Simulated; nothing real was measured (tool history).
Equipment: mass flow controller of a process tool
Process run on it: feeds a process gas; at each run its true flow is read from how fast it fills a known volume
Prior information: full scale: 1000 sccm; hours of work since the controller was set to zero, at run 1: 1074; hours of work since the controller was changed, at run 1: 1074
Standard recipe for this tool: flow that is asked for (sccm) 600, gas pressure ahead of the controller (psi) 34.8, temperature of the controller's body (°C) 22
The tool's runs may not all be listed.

run,hour,flow that is asked for (sccm),gas pressure ahead of the controller (psi),temperature of the controller's body (°C),hours of work since the controller was set to zero,hours of work since the controller was changed,true flow (%)
1,0.0,600,34.8,22,1074,1074,98.77
2,137.1,600,34.8,22,1174,1174,98.91
3,288.1,600,34.8,22,1283,1283,99.12
4,379.6,600,34.8,22,1350,1350,99.19
5,503.9,600,34.8,22,1441,1441,99.40
6,625.1,600,34.8,22,1529,1529,99.69
7,715.2,600,34.8,22,1594,1594,99.85
8,786.6,600,34.8,22,1646,1646,99.84
9,929.0,600,34.8,22,1750,1750,99.97
10,1072.0,600,34.8,22,1854,1854,100.35
11,1180.3,600,34.8,22,1933,1933,100.31

For run 12, what comes out?
12,1324.0,227,36.8,29,2037,2037,?

{"run 12": {"true flow (%)": 98.47}}
Take away the tool's hidden state, keep the run-to-run variation as it was, and the same run would have given true flow (%) 96.73.

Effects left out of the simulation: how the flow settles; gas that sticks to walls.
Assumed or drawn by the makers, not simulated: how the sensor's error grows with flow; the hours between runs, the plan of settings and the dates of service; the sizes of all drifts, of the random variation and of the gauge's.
